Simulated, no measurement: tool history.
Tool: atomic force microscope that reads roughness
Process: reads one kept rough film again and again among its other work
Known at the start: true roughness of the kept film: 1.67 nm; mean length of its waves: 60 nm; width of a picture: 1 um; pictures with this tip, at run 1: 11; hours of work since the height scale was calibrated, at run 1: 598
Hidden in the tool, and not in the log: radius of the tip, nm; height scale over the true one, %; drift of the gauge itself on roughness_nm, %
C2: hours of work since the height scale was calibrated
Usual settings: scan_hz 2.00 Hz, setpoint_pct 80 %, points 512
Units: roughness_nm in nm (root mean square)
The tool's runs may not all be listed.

Run 1, hour 0.0: usual settings; pictures with this tip 11; C2 598. Result: roughness_nm 1.479 nm (root mean square).
Run 2, hour 33.4: usual settings; pictures with this tip 68; C2 616. Result: roughness_nm 1.470 nm (root mean square).
Run 3, hour 77.5: usual settings; pictures with this tip 144; C2 640. Result: roughness_nm 1.459 nm (root mean square).
Run 4, hour 109.5: usual settings; pictures with this tip 198; C2 658. Result: roughness_nm 1.459 nm (root mean square).
Run 5, hour 145.5: usual settings; pictures with this tip 260; C2 677. Result: roughness_nm 1.445 nm (root mean square).
At hour 195.4: new tip fitted.
Run 6, hour 195.4: usual settings; pictures with this tip 0; C2 704. Result: roughness_nm 1.484 nm (root mean square).
Run 7, hour 257.2: usual settings but scan_hz 0.61 Hz; pictures with this tip 106; C2 738. Result: roughness_nm 1.598 nm (root mean square).
Run 8, hour 290.4: usual settings but scan_hz 0.61 Hz; pictures with this tip 162; C2 756. Result: roughness_nm 1.591 nm (root mean square).
Run 9, hour 318.1: usual settings; pictures with this tip 209; C2 771. Result: roughness_nm 1.460 nm (root mean square).
Run 10, hour 376.7: usual settings; pictures with this tip 310; C2 803. Result: roughness_nm 1.445 nm (root mean square).
At hour 397.9: new tip fitted.
Run 11, hour 428.5: usual settings; pictures with this tip 52; C2 831. Result: roughness_nm 1.481 nm (root mean square).
Run 12, hour 488.5: usual settings but scan_hz 0.76 Hz; pictures with this tip 155; C2 864. Result: roughness_nm 1.584 nm (root mean square).
Run 13, hour 529.2: usual settings but scan_hz 0.76 Hz; pictures with this tip 224; C2 886. Result: roughness_nm 1.570 nm (root mean square).
Run 14, hour 586.6: usual settings but scan_hz 0.76 Hz; pictures with this tip 322; C2 918. Result: roughness_nm 1.559 nm (root mean square).
At hour 600.8: new tip fitted.
Run 15, hour 651.3: usual settings but scan_hz 0.76 Hz; pictures with this tip 87; C2 953. Result: roughness_nm 1.593 nm (root mean square).
Run 16, hour 702.5: usual settings but scan_hz 0.76 Hz; pictures with this tip 174; C2 981. Result: roughness_nm 1.586 nm (root mean square).
Run 17, hour 730.0: usual settings but scan_hz 0.76 Hz; pictures with this tip 221; C2 996. Result: roughness_nm 1.573 nm (root mean square).
Run 18, hour 756.8: usual settings but points 333; pictures with this tip 267; C2 1010. Result: roughness_nm 1.452 nm (root mean square).
Run 19, hour 798.1: usual settings but points 333; pictures with this tip 337; C2 1033. Result: roughness_nm 1.447 nm (root mean square).
At hour 802.7: new tip fitted.
Run 20, hour 831.6: usual settings; pictures with this tip 49; C2 1051. Result: roughness_nm 1.493 nm (root mean square).
Run 21, hour 865.6: usual settings; pictures with this tip 108; C2 1070. Result: roughness_nm 1.487 nm (root mean square).
Run 22, hour 908.4: usual settings; pictures with this tip 181; C2 1093. Result: roughness_nm 1.472 nm (root mean square).
At hour 945.9: height scale calibrated on a step standard.
Run 23, hour 959.1: usual settings; pictures with this tip 265; C2 7. Result: roughness_nm 1.426 nm (root mean square).
Run 24, hour 987.5: usual settings; pictures with this tip 314; C2 23. Result: roughness_nm 1.421 nm (root mean square).
At hour 1005.0: new tip fitted.
Run 25, hour 1036.6: usual settings; pictures with this tip 54; C2 49. Result: roughness_nm 1.457 nm (root mean square).
Run 26, hour 1095.9: usual settings; pictures with this tip 155; C2 82. Result: roughness_nm 1.441 nm (root mean square).
Run 27, hour 1142.8: usual settings but points 256; pictures with this tip 235; C2 107. Result: roughness_nm 1.432 nm (root mean square).
Run 28, hour 1204.4: usual settings but scan_hz 1.14 Hz, setpoint_pct 67 %; pictures with this tip 340; C2 141. Result: roughness_nm 1.549 nm (root mean square).
At hour 1209.4: new tip fitted.
Run 29, hour 1248.9: usual settings but scan_hz 1.14 Hz, setpoint_pct 67 %; pictures with this tip 67; C2 165. Result: roughness_nm 1.585 nm (root mean square).
Run 30, hour 1287.8: usual settings but scan_hz 1.14 Hz, setpoint_pct 67 %; pictures with this tip 134; C2 186. Result: roughness_nm 1.576 nm (root mean square).
Run 31, hour 1332.3: usual settings but scan_hz 3.54 Hz, setpoint_pct 90 %, points 917; pictures with this tip 210; C2 211. Result: roughness_nm 1.191 nm (root mean square).
Run 32, hour 1379.0: usual settings but scan_hz 3.10 Hz, setpoint_pct 82 %, points 377; pictures with this tip 289; C2 236. Result: roughness_nm 1.319 nm (root mean square).
At hour 1410.2: new tip fitted.
Run 33, hour 1441.0: usual settings but scan_hz 3.10 Hz, setpoint_pct 82 %, points 627; pictures with this tip 52; C2 270. Result: roughness_nm 1.349 nm (root mean square).
Run 34, hour 1493.7: usual settings but scan_hz 1.24 Hz, setpoint_pct 59 %, points 272; pictures with this tip 142; C2 298. Result: roughness_nm 1.596 nm (root mean square).
Run 35, hour 1545.0: usual settings but scan_hz 1.24 Hz, setpoint_pct 59 %, points 272; pictures with this tip 230; C2 326. Result: roughness_nm 1.581 nm (root mean square).
Run 36, hour 1597.7: usual settings but scan_hz 1.24 Hz, setpoint_pct 59 %, points 272; pictures with this tip 320; C2 355. Result: roughness_nm 1.571 nm (root mean square).
At hour 1611.7: new tip fitted.
Run 37, hour 1632.6: usual settings but scan_hz 1.24 Hz, setpoint_pct 76 %, points 779; pictures with this tip 36; C2 374. Result: roughness_nm 1.555 nm (root mean square).
Run 38, hour 1697.0: usual settings but scan_hz 3.99 Hz, setpoint_pct 63 %, points 288; pictures with this tip 146; C2 409. Result: roughness_nm 1.495 nm (root mean square).
Run 39, hour 1728.5: usual settings but scan_hz 2.26 Hz, setpoint_pct 63 %, points 428; pictures with this tip 199; C2 426. Result: roughness_nm 1.543 nm (root mean square).
Run 40, hour 1757.8: usual settings but scan_hz 2.10 Hz, setpoint_pct 76 %; pictures with this tip 249; C2 442. Result: roughness_nm 1.463 nm (root mean square).
At hour 1812.9: new tip fitted.
Run 41, hour 1812.9: usual settings but scan_hz 1.99 Hz, setpoint_pct 76 %, points 886; pictures with this tip 0; C2 472. Result: roughness_nm 1.511 nm (root mean square).
Run 42, hour 1878.5: usual settings but scan_hz 3.70 Hz, setpoint_pct 76 %, points 278; pictures with this tip 112; C2 508. Result: roughness_nm 1.380 nm (root mean square).
Run 43, hour 1920.3: usual settings but scan_hz 0.91 Hz, setpoint_pct 65 %, points 692; pictures with this tip 184; C2 531. Result: roughness_nm 1.603 nm (root mean square).
Run 44, hour 1962.7: usual settings but scan_hz 0.71 Hz, setpoint_pct 68 %; pictures with this tip 256; C2 554. Result: roughness_nm 1.592 nm (root mean square).
Run 45, hour 1989.3: usual settings but scan_hz 0.56 Hz, setpoint_pct 61 %, points 381; pictures with this tip 302; C2 568. Result: roughness_nm 1.600 nm (root mean square).

Forecast each of these 3 alternatives for the next run:
At hour 2015.0: new tip fitted.
Run A, hour 2047.2: usual settings but scan_hz 1.68 Hz, points 715; pictures with this tip 55; C2 600. Result: roughness_nm ?.
At hour 2015.0: new tip fitted.
Run B, hour 2047.2: usual settings but scan_hz 2.16 Hz, setpoint_pct 61 %, points 751; pictures with this tip 55; C2 600. Result: roughness_nm ?.
At hour 2015.0: new tip fitted.
Run C, hour 2047.2: usual settings but scan_hz 0.62 Hz, setpoint_pct 69 %, points 802; pictures with this tip 55; C2 600. Result: roughness_nm ?.

run  roughness_nm
  A         1.502
  B         1.588
  C         1.628
Without the tool's hidden state the same runs would have given:
run  roughness_nm
  A         1.492
  B         1.578
  C         1.617
